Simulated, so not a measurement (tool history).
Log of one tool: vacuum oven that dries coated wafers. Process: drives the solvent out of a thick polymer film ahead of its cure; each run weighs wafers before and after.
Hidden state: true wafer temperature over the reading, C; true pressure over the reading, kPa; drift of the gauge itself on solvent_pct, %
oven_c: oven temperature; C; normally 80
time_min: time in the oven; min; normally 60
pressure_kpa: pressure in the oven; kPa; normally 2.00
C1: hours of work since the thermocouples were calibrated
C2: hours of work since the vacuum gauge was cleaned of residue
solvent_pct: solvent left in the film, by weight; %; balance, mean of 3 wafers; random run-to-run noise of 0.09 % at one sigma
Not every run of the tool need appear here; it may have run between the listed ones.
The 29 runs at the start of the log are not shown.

{"run": 30, "hour": 1780.3, "oven_c": 84, "time_min": 40, "pressure_kpa": 3.93, "C1": 984, "C2": 2117, "solvent_pct": 9.32}
{"run": 31, "hour": 1819.1, "oven_c": 84, "time_min": 40, "pressure_kpa": 3.93, "C1": 1000, "C2": 2133, "solvent_pct": 9.29}
{"hour": 1843.0, "done": "oven's thermocouples calibrated"}
{"run": 32, "hour": 1893.2, "oven_c": 80, "time_min": 55, "pressure_kpa": 4.2, "C1": 21, "C2": 2163, "solvent_pct": 10.81}
{"run": 33, "hour": 1966.6, "oven_c": 80, "time_min": 39, "pressure_kpa": 1.56, "C1": 51, "C2": 2194, "solvent_pct": 10.03}
{"run": 34, "hour": 2053.0, "oven_c": 77, "time_min": 80, "pressure_kpa": 6.84, "C1": 87, "C2": 2229, "solvent_pct": 13.33}
{"run": 35, "hour": 2124.3, "oven_c": 77, "time_min": 80, "pressure_kpa": 6.84, "C1": 116, "C2": 2259, "solvent_pct": 13.28}
{"run": 36, "hour": 2197.9, "oven_c": 94, "time_min": 54, "pressure_kpa": 1.79, "C1": 147, "C2": 2289, "solvent_pct": 3.37}
{"run": 37, "hour": 2281.8, "oven_c": 74, "time_min": 40, "pressure_kpa": 4.21, "C1": 182, "C2": 2324, "solvent_pct": 14.9}
{"run": 38, "hour": 2342.3, "oven_c": 68, "time_min": 60, "pressure_kpa": 3.54, "C1": 207, "C2": 2349, "solvent_pct": 15.31}
{"run": 39, "hour": 2380.0, "oven_c": 85, "time_min": 53, "pressure_kpa": 2.0, "C1": 222, "C2": 2365, "solvent_pct": 6.54}
{"run": 40, "hour": 2467.2, "oven_c": 85, "time_min": 53, "pressure_kpa": 2.0, "C1": 258, "C2": 2401, "solvent_pct": 6.44}
{"run": 41, "hour": 2525.0, "oven_c": 87, "time_min": 105, "pressure_kpa": 2.0, "C1": 282, "C2": 2425, "solvent_pct": 3.18}
{"run": 42, "hour": 2595.1, "oven_c": 87, "time_min": 105, "pressure_kpa": 2.0, "C1": 311, "C2": 2454, "solvent_pct": 3.11}

3 ways to go on from here, each from the tool as it stands after run 42. What would each give?
{"run": "A", "hour": 2667.1, "oven_c": 80, "time_min": 60, "pressure_kpa": 3.1, "C1": 341, "C2": 2483, "solvent_pct": "?"}
{"run": "B", "hour": 2667.1, "oven_c": 87, "time_min": 107, "pressure_kpa": 1.03, "C1": 341, "C2": 2483, "solvent_pct": "?"}
{"run": "C", "hour": 2667.1, "oven_c": 93, "time_min": 49, "pressure_kpa": 2.0, "C1": 341, "C2": 2483, "solvent_pct": "?"}

run=A solvent_pct=8.90
run=B solvent_pct=2.14
run=C solvent_pct=4.14
Without the tool's hidden state the same runs would have given:
run=A solvent_pct=8.66
run=B solvent_pct=1.69
run=C solvent_pct=3.96
